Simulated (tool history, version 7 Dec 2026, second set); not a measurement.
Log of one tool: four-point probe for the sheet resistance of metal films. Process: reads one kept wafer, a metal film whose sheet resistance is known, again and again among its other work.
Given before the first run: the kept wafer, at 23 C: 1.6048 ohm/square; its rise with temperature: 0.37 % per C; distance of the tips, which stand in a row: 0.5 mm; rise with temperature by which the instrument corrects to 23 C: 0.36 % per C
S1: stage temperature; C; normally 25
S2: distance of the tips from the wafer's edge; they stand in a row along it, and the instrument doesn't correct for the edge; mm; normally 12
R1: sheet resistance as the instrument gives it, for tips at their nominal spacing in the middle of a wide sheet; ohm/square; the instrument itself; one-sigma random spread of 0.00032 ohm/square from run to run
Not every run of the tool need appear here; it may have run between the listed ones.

run,hour,S1,S2,R1
1,0,25,12,1.596519
2,43.1,25,12,1.596086
3,125,25,12,1.596132
4,172.9,25,29,1.594565
5,221.8,25,29,1.594645
6,289.9,25,29,1.594193
# hour 295.1: stage's thermometer calibrated
7,365.5,25,29,1.592648
8,441,25,12,1.593611
9,494.8,25,69,1.592255
10,558.1,27,3,1.615391
# hour 591.9: stage's thermometer calibrated, once more
11,609.1,27,3,1.622311
12,696.4,33,12,1.599938
13,773.8,35,15,1.598648
14,810.8,21,8,1.599924
15,867.8,25,26,1.597667
16,942.5,25,5,1.605722
17,999.5,27,5,1.605325

Predict each of these 5 candidate next runs independently; none follows another, all start after run 17:
A,1042.7,25,31,?
B,1042.7,30,8,?
C,1042.7,32,5,?
D,1042.7,26,13,?
E,1042.7,35,3,?

run,R1
A,1.597111
B,1.600448
C,1.605389
D,1.597584
E,1.620989
With the hidden condition removed and each run's random variation left untouched, the same runs would have given:
run,R1
A,1.60577
B,1.609119
C,1.614083
D,1.606244
E,1.62976
